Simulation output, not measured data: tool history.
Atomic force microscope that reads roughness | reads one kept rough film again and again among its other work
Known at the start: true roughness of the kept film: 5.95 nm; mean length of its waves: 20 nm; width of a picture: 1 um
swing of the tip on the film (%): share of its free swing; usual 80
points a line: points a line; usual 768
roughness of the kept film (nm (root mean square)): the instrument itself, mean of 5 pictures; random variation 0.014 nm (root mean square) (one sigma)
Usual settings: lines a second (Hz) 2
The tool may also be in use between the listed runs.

run,hour,lines a second (Hz),swing of the tip on the film (%),points a line,roughness of the kept film (nm (root mean square))
1,0,2,80,768,2.045
# hour 14: new tip fitted
2,41.1,2,80,768,2.642
3,63.8,2,80,768,2.279
4,91.8,2,80,709,1.93
# hour 97.2: new tip fitted
5,143.3,0.63,80,709,2.766
# hour 179: new tip fitted
6,179,0.63,80,709,3.875
7,232.7,2,80,574,2.386
# hour 263.3: new tip fitted
8,279.6,2,80,574,3.011
9,316,2,80,574,2.336
# hour 347.5: new tip fitted
10,358.9,2,80,768,3.12
11,385.5,2,80,768,2.55
12,421.2,2,80,768,2.028
# hour 430.9: new tip fitted
13,472,2,84,768,2.441
# hour 512.7: new tip fitted
14,521.2,2,80,768,3.191
15,560.6,2,80,768,2.357
# hour 596.2: new tip fitted
16,603.4,2,80,768,3.19
17,651.3,2,80,768,2.318
# hour 677.4: new tip fitted
18,677.4,2,80,768,3.373
19,709.2,1.93,80,768,2.611
20,745.9,1.93,80,768,2.093
# hour 760.8: new tip fitted
21,782.7,1.43,80,768,2.924
22,828.4,1.43,80,768,2.181
# hour 844: new tip fitted
23,874.4,1.43,80,768,2.873
24,897.2,1.43,80,768,2.494
25,923.6,0.67,80,768,2.292
# hour 926.5: new tip fitted
26,954.5,2,80,768,2.649
27,1004.1,0.68,81,281,2.203
# hour 1011.1: new tip fitted
28,1040.6,0.7,80,257,2.926
29,1073.2,2,84,768,2.09
# hour 1093.1: new tip fitted
30,1120.2,2,72,497,2.924
31,1149.2,2,72,497,2.424
# hour 1175.4: new tip fitted
32,1189.6,2,72,497,3.274
33,1222.4,1.2,58,435,2.806
# hour 1257.1: new tip fitted
34,1274.4,3.65,55,810,3.329
35,1308.8,1.04,68,768,2.721
# hour 1338.9: new tip fitted
36,1341.9,1.04,68,772,3.788
37,1364.8,2,90,768,2.525
38,1417.7,3.43,80,768,1.803
# hour 1421.9: new tip fitted
39,1443.2,3.43,80,768,2.562
40,1475,1.31,80,768,2.492
# hour 1506.9: new tip fitted
41,1521.1,1.31,80,768,3.325
42,1565.6,1.31,80,768,2.503
# hour 1588.5: new tip fitted
43,1619.8,1.06,80,768,2.921
44,1661.3,0.82,82,379,2.273
# hour 1672.3: new tip fitted
45,1706.3,0.82,82,379,2.84
46,1734.9,1.74,87,520,2.09
# hour 1754.2: new tip fitted
47,1772.1,2,80,837,2.913
48,1795.1,3.55,72,837,2.412
49,1834.5,0.88,80,300,2.167
# hour 1837.9: new tip fitted
50,1875.7,3.53,80,768,2.244
51,1911.3,0.56,81,355,2.386
# hour 1923: new tip fitted
52,1946.5,0.56,81,355,2.993

3 ways to go on from here, each from the tool as it stands after run 52. What would each give?
A,1990.7,2,87,280,?
B,1990.7,0.56,81,391,?
C,1990.7,1.27,56,708,?

run,roughness of the kept film (nm (root mean square))
A,1.89
B,2.343
C,2.448
Without the tool's hidden state the same runs would have given:
run,roughness of the kept film (nm (root mean square))
A,3.13
B,3.886
C,4.055

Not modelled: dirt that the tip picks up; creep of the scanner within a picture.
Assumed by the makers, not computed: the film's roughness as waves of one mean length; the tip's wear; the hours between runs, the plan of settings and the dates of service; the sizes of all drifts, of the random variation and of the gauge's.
